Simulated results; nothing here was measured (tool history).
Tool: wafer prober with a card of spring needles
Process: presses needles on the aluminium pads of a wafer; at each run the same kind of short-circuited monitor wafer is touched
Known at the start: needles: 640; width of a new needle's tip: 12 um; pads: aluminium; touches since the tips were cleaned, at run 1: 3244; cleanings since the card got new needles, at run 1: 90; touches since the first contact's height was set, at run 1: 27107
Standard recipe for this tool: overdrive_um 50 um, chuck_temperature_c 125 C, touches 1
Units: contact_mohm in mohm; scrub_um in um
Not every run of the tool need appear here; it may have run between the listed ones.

| run | hour | overdrive_um | chuck_temperature_c | touches | touches since the tips were cleaned | cleanings since the card got new needles | touches since the first contact's height was set | contact_mohm | scrub_um |
|---|---|---|---|---|---|---|---|---|---|
| 1 | 0.0 | 50 | 125 | 1 | 3244 | 90 | 27107 | 211 | 12.60 |
|  | 11.5 | tips cleaned on abrasive film |
|  | 38.7 | tips cleaned on abrasive film |
|  | 63.3 | tips cleaned on abrasive film |
| 2 | 75.7 | 63 | 125 | 1 | 2324 | 93 | 41281 | 206 | 15.74 |
|  | 90.7 | tips cleaned on abrasive film |
|  | 114.7 | tips cleaned on abrasive film |
|  | 141.8 | tips cleaned on abrasive film |
| 3 | 159.7 | 63 | 125 | 1 | 3354 | 96 | 57016 | 207 | 15.69 |
|  | 165.5 | tips cleaned on abrasive film |
|  | 192.0 | tips cleaned on abrasive film |
|  | 220.9 | tips cleaned on abrasive film |
|  | 245.2 | tips cleaned on abrasive film |
| 4 | 245.2 | 50 | 125 | 1 | 0 | 100 | 73014 | 208 | 12.53 |
|  | 271.7 | tips cleaned on abrasive film |
|  | 297.8 | tips cleaned on abrasive film |
|  | 323.7 | tips cleaned on abrasive film |
| 5 | 324.3 | 50 | 125 | 1 | 100 | 103 | 87833 | 210 | 12.59 |
|  | 349.4 | tips cleaned on abrasive film |
|  | 375.5 | tips cleaned on abrasive film |
| 6 | 383.1 | 50 | 43 | 1 | 1422 | 105 | 98858 | 196 | 12.42 |
|  | 404.3 | tips cleaned on abrasive film |
|  | 429.8 | tips cleaned on abrasive film |
| 7 | 446.3 | 50 | 43 | 1 | 3108 | 107 | 110708 | 194 | 12.56 |
|  | 457.0 | tips cleaned on abrasive film |
|  | 481.0 | tips cleaned on abrasive film |
| 8 | 481.0 | 50 | 43 | 1 | 4 | 109 | 117188 | 190 | 12.48 |
|  | 509.0 | tips cleaned on abrasive film |
|  | 533.9 | tips cleaned on abrasive film |
| 9 | 553.8 | 50 | 43 | 1 | 3753 | 111 | 130844 | 193 | 12.51 |
|  | 558.8 | tips cleaned on abrasive film |
|  | 584.0 | tips cleaned on abrasive film |
|  | 609.6 | tips cleaned on abrasive film |
|  | 636.8 | tips cleaned on abrasive film |
| 10 | 636.8 | 50 | 43 | 1 | 0 | 115 | 146366 | 193 | 12.56 |
|  | 662.6 | tips cleaned on abrasive film |
|  | 688.5 | tips cleaned on abrasive film |
| 11 | 709.5 | 50 | 43 | 1 | 3958 | 117 | 160008 | 193 | 12.54 |
|  | 715.4 | tips cleaned on abrasive film |
|  | 741.5 | tips cleaned on abrasive film |
| 12 | 744.5 | 50 | 125 | 1 | 555 | 119 | 166537 | 213 | 12.47 |
|  | 766.7 | tips cleaned on abrasive film |
| 13 | 787.8 | 50 | 125 | 1 | 3966 | 120 | 174675 | 213 | 12.58 |
|  | 793.7 | tips cleaned on abrasive film |
|  | 819.0 | tips cleaned on abrasive film |
|  | 846.5 | tips cleaned on abrasive film |
| 14 | 865.1 | 50 | 125 | 1 | 3489 | 123 | 189146 | 215 | 12.39 |
|  | 871.0 | tips cleaned on abrasive film |
|  | 898.4 | tips cleaned on abrasive film |
|  | 923.4 | tips cleaned on abrasive film |
|  | 948.9 | tips cleaned on abrasive film |
| 15 | 949.6 | 50 | 125 | 1 | 124 | 127 | 204956 | 213 | 12.59 |
|  | 969.4 | height of the first contact set anew |
|  | 975.2 | tips cleaned on abrasive film |
| 16 | 991.1 | 50 | 125 | 1 | 2978 | 128 | 4062 | 210 | 12.51 |
|  | 1000.8 | tips cleaned on abrasive film |
|  | 1027.2 | tips cleaned on abrasive film |
|  | 1055.1 | tips cleaned on abrasive film |
| 17 | 1068.1 | 50 | 125 | 1 | 2442 | 131 | 18496 | 215 | 12.57 |
|  | 1084.0 | tips cleaned on abrasive film |
|  | 1111.3 | tips cleaned on abrasive film |
| 18 | 1128.4 | 50 | 125 | 1 | 3224 | 133 | 29794 | 213 | 12.51 |
|  | 1137.9 | tips cleaned on abrasive film |
|  | 1164.4 | tips cleaned on abrasive film |
| 19 | 1168.3 | 32 | 32 | 1 | 728 | 135 | 37251 | 201 | 7.91 |
|  | 1188.2 | tips cleaned on abrasive film |
|  | 1214.9 | tips cleaned on abrasive film |
| 20 | 1228.3 | 32 | 32 | 1 | 2534 | 137 | 48504 | 203 | 8.01 |
|  | 1239.9 | tips cleaned on abrasive film |
|  | 1266.2 | tips cleaned on abrasive film |
| 21 | 1279.5 | 32 | 32 | 1 | 2510 | 139 | 58093 | 201 | 8.02 |
|  | 1293.1 | tips cleaned on abrasive film |
|  | 1316.3 | tips cleaned on abrasive film |
|  | 1340.9 | tips cleaned on abrasive film |
| 22 | 1340.9 | 32 | 32 | 1 | 0 | 142 | 69576 | 201 | 8.04 |
|  | 1366.6 | tips cleaned on abrasive film |
|  | 1394.0 | tips cleaned on abrasive film |
| 23 | 1403.1 | 47 | 96 | 2 | 1708 | 144 | 81238 | 207 | 11.76 |
|  | 1417.7 | tips cleaned on abrasive film |
|  | 1446.6 | tips cleaned on abrasive film |
|  | 1474.3 | tips cleaned on abrasive film |
| 24 | 1474.5 | 43 | 26 | 2 | 24 | 147 | 94595 | 189 | 10.69 |
|  | 1502.6 | tips cleaned on abrasive film |
| 25 | 1524.6 | 50 | 125 | 2 | 4126 | 148 | 103997 | 211 | 12.49 |
|  | 1529.4 | tips cleaned on abrasive film |
|  | 1554.2 | tips cleaned on abrasive film |
|  | 1578.7 | tips cleaned on abrasive film |
|  | 1606.4 | tips cleaned on abrasive film |
| 26 | 1606.4 | 50 | 125 | 2 | 0 | 152 | 119313 | 208 | 12.48 |
|  | 1634.7 | tips cleaned on abrasive film |
|  | 1661.6 | tips cleaned on abrasive film |
| 27 | 1662.5 | 45 | 30 | 2 | 161 | 154 | 129813 | 191 | 11.29 |
|  | 1689.3 | tips cleaned on abrasive film |
|  | 1714.9 | tips cleaned on abrasive film |
|  | 1742.9 | tips cleaned on abrasive film |
| 28 | 1746.6 | 46 | 125 | 3 | 699 | 157 | 145573 | 214 | 11.40 |

Take each entry between the runs: how does the hidden state at the last listed run before it differ from the hidden state at the first listed run after it?
Logged between run 1 and run 2: tips cleaned on abrasive film (hour 11.5); tips cleaned on abrasive film (hour 38.7); tips cleaned on abrasive film (hour 63.3)
  the hidden state is the same at both runs
Logged between run 2 and run 3: tips cleaned on abrasive film (hour 90.7); tips cleaned on abrasive film (hour 114.7); tips cleaned on abrasive film (hour 141.8)
  the hidden state is the same at both runs
Logged between run 3 and run 4: tips cleaned on abrasive film (hour 165.5); tips cleaned on abrasive film (hour 192.0); tips cleaned on abrasive film (hour 220.9); tips cleaned on abrasive film (hour 245.2)
  debris on the tips, nm: 0.3 -> 0
Logged between run 4 and run 5: tips cleaned on abrasive film (hour 271.7); tips cleaned on abrasive film (hour 297.8); tips cleaned on abrasive film (hour 323.7)
  the hidden state is the same at both runs
Logged between run 5 and run 6: tips cleaned on abrasive film (hour 349.4); tips cleaned on abrasive film (hour 375.5)
  debris on the tips, nm: 0 -> 0.2
Logged between run 6 and run 7: tips cleaned on abrasive film (hour 404.3); tips cleaned on abrasive film (hour 429.8)
  debris on the tips, nm: 0.2 -> 0.3
Logged between run 7 and run 8: tips cleaned on abrasive film (hour 457.0); tips cleaned on abrasive film (hour 481.0)
  debris on the tips, nm: 0.3 -> 0; way that the needles fall short of the set height, um: 0 -> 0.01
Logged between run 8 and run 9: tips cleaned on abrasive film (hour 509.0); tips cleaned on abrasive film (hour 533.9)
  debris on the tips, nm: 0 -> 0.3
Logged between run 9 and run 10: tips cleaned on abrasive film (hour 558.8); tips cleaned on abrasive film (hour 584.0); tips cleaned on abrasive film (hour 609.6); tips cleaned on abrasive film (hour 636.8)
  debris on the tips, nm: 0.3 -> 0
Logged between run 10 and run 11: tips cleaned on abrasive film (hour 662.6); tips cleaned on abrasive film (hour 688.5)
  debris on the tips, nm: 0 -> 0.3
Logged between run 11 and run 12: tips cleaned on abrasive film (hour 715.4); tips cleaned on abrasive film (hour 741.5)
  debris on the tips, nm: 0.3 -> 0.1
Logged between run 12 and run 13: tips cleaned on abrasive film (hour 766.7)
  debris on the tips, nm: 0.1 -> 0.4
Logged between run 13 and run 14: tips cleaned on abrasive film (hour 793.7); tips cleaned on abrasive film (hour 819.0); tips cleaned on abrasive film (hour 846.5)
  debris on the tips, nm: 0.4 -> 0.3
Logged between run 14 and run 15: tips cleaned on abrasive film (hour 871.0); tips cleaned on abrasive film (hour 898.4); tips cleaned on abrasive film (hour 923.4); tips cleaned on abrasive film (hour 948.9)
  debris on the tips, nm: 0.3 -> 0.1
Logged between run 15 and run 16: height of the first contact set anew (hour 969.4); tips cleaned on abrasive film (hour 975.2)
  debris on the tips, nm: 0.1 -> 0.3; way that the needles fall short of the set height, um: 0.01 -> 0
Logged between run 16 and run 17: tips cleaned on abrasive film (hour 1000.8); tips cleaned on abrasive film (hour 1027.2); tips cleaned on abrasive film (hour 1055.1)
  debris on the tips, nm: 0.3 -> 0.2
Logged between run 17 and run 18: tips cleaned on abrasive film (hour 1084.0); tips cleaned on abrasive film (hour 1111.3)
  debris on the tips, nm: 0.2 -> 0.3
Logged between run 18 and run 19: tips cleaned on abrasive film (hour 1137.9); tips cleaned on abrasive film (hour 1164.4)
  debris on the tips, nm: 0.3 -> 0.1
Logged between run 19 and run 20: tips cleaned on abrasive film (hour 1188.2); tips cleaned on abrasive film (hour 1214.9)
  debris on the tips, nm: 0.1 -> 0.3
Logged between run 20 and run 21: tips cleaned on abrasive film (hour 1239.9); tips cleaned on abrasive film (hour 1266.2)
  debris on the tips, nm: 0.3 -> 0.2
Logged between run 21 and run 22: tips cleaned on abrasive film (hour 1293.1); tips cleaned on abrasive film (hour 1316.3); tips cleaned on abrasive film (hour 1340.9)
  debris on the tips, nm: 0.2 -> 0
Logged between run 22 and run 23: tips cleaned on abrasive film (hour 1366.6); tips cleaned on abrasive film (hour 1394.0)
  debris on the tips, nm: 0 -> 0.2
Logged between run 23 and run 24: tips cleaned on abrasive film (hour 1417.7); tips cleaned on abrasive film (hour 1446.6); tips cleaned on abrasive film (hour 1474.3)
  debris on the tips, nm: 0.2 -> 0
Logged between run 24 and run 25: tips cleaned on abrasive film (hour 1502.6)
  debris on the tips, nm: 0 -> 0.4
Logged between run 25 and run 26: tips cleaned on abrasive film (hour 1529.4); tips cleaned on abrasive film (hour 1554.2); tips cleaned on abrasive film (hour 1578.7); tips cleaned on abrasive film (hour 1606.4)
  debris on the tips, nm: 0.4 -> 0; way that the needles fall short of the set height, um: 0 -> 0.01
Logged between run 26 and run 27: tips cleaned on abrasive film (hour 1634.7); tips cleaned on abrasive film (hour 1661.6)
  debris on the tips, nm: 0 -> 0.1
Logged between run 27 and run 28: tips cleaned on abrasive film (hour 1689.3); tips cleaned on abrasive film (hour 1714.9); tips cleaned on abrasive film (hour 1742.9)
  the hidden state is the same at both runs
